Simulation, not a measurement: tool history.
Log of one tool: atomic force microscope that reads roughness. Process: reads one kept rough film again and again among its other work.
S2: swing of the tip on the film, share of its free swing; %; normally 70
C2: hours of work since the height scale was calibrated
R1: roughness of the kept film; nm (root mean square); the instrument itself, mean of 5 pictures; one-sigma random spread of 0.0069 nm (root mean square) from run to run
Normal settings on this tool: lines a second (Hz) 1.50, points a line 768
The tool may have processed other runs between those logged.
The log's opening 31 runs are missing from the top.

Run 32, hour 900.7: usual settings but lines a second (Hz) 2.54, S2 81 %, points a line 313; pictures with this tip 60; C2 1743. Result: R1 1.335 nm (root mean square).
Run 33, hour 922.5: usual settings but lines a second (Hz) 2.99, S2 83 %; pictures with this tip 89; C2 1760. Result: R1 1.260 nm (root mean square).
Run 34, hour 951.6: usual settings but lines a second (Hz) 2.99, S2 83 %; pictures with this tip 128; C2 1783. Result: R1 1.264 nm (root mean square).
Run 35, hour 980.2: usual settings but lines a second (Hz) 2.99, S2 83 %; pictures with this tip 166; C2 1805. Result: R1 1.246 nm (root mean square).
Run 36, hour 1003.9: usual settings but lines a second (Hz) 2.99, S2 83 %; pictures with this tip 197; C2 1824. Result: R1 1.244 nm (root mean square).
Run 37, hour 1034.3: usual settings but lines a second (Hz) 2.91, S2 83 %, points a line 512; pictures with this tip 238; C2 1848. Result: R1 1.236 nm (root mean square).
At hour 1067.3: new tip fitted.
Run 38, hour 1075.8: usual settings but lines a second (Hz) 2.91, S2 83 %, points a line 512; pictures with this tip 11; C2 1880. Result: R1 1.296 nm (root mean square).
Run 39, hour 1116.5: usual settings but lines a second (Hz) 2.91, S2 83 %, points a line 512; pictures with this tip 65; C2 1912. Result: R1 1.286 nm (root mean square).
Run 40, hour 1134.9: usual settings but S2 64 %, points a line 875; pictures with this tip 90; C2 1926. Result: R1 1.559 nm (root mean square).
Run 41, hour 1165.9: usual settings but lines a second (Hz) 1.46, S2 87 %, points a line 354; pictures with this tip 131; C2 1951. Result: R1 1.393 nm (root mean square).
Run 42, hour 1198.3: usual settings but lines a second (Hz) 1.46, S2 84 %, points a line 354; pictures with this tip 174; C2 1976. Result: R1 1.399 nm (root mean square).
Run 43, hour 1229.5: usual settings but lines a second (Hz) 1.61, S2 61 %, points a line 477; pictures with this tip 215; C2 2001. Result: R1 1.542 nm (root mean square).
Run 44, hour 1260.9: usual settings but lines a second (Hz) 1.61, S2 61 %, points a line 477; pictures with this tip 257; C2 2025. Result: R1 1.529 nm (root mean square).
At hour 1282.2: new tip fitted.
Run 45, hour 1300.4: usual settings but lines a second (Hz) 1.61, S2 61 %, points a line 477; pictures with this tip 24; C2 2056. Result: R1 1.574 nm (root mean square).
Run 46, hour 1336.7: usual settings but lines a second (Hz) 1.61, S2 61 %, points a line 477; pictures with this tip 72; C2 2085. Result: R1 1.574 nm (root mean square).
Run 47, hour 1375.3: usual settings but lines a second (Hz) 1.61, S2 67 %, points a line 270; pictures with this tip 123; C2 2115. Result: R1 1.535 nm (root mean square).
Run 48, hour 1408.5: usual settings but S2 66 %; pictures with this tip 167; C2 2141. Result: R1 1.531 nm (root mean square).
Run 49, hour 1429.6: usual settings but S2 83 %; pictures with this tip 195; C2 2158. Result: R1 1.407 nm (root mean square).
Run 50, hour 1454.2: usual settings but S2 83 %; pictures with this tip 228; C2 2177. Result: R1 1.393 nm (root mean square).
Run 51, hour 1492.5: usual settings but S2 83 %; pictures with this tip 279; C2 2207. Result: R1 1.385 nm (root mean square).
At hour 1496.5: new tip fitted.
Run 52, hour 1525.9: usual settings but S2 63 %, points a line 421; pictures with this tip 39; C2 2233. Result: R1 1.582 nm (root mean square).
Run 53, hour 1550.9: usual settings but S2 63 %, points a line 421; pictures with this tip 73; C2 2252. Result: R1 1.574 nm (root mean square).

3 options for the next run, each taken on its own from the tool as it stands now. Forecast them:
Run A, hour 1592.9: usual settings but lines a second (Hz) 0.57, S2 58 %; pictures with this tip 128; C2 2285. Result: R1 ?.
Run B, hour 1592.9: usual settings but lines a second (Hz) 1.10, points a line 449; pictures with this tip 128; C2 2285. Result: R1 ?.
Run C, hour 1592.9: usual settings but S2 69 %; pictures with this tip 128; C2 2285. Result: R1 ?.

run     R1
  A  1.617
  B  1.557
  C  1.533
Without the tool's unlogged condition, the same runs would have read:
run     R1
  A  1.615
  B  1.555
  C  1.531
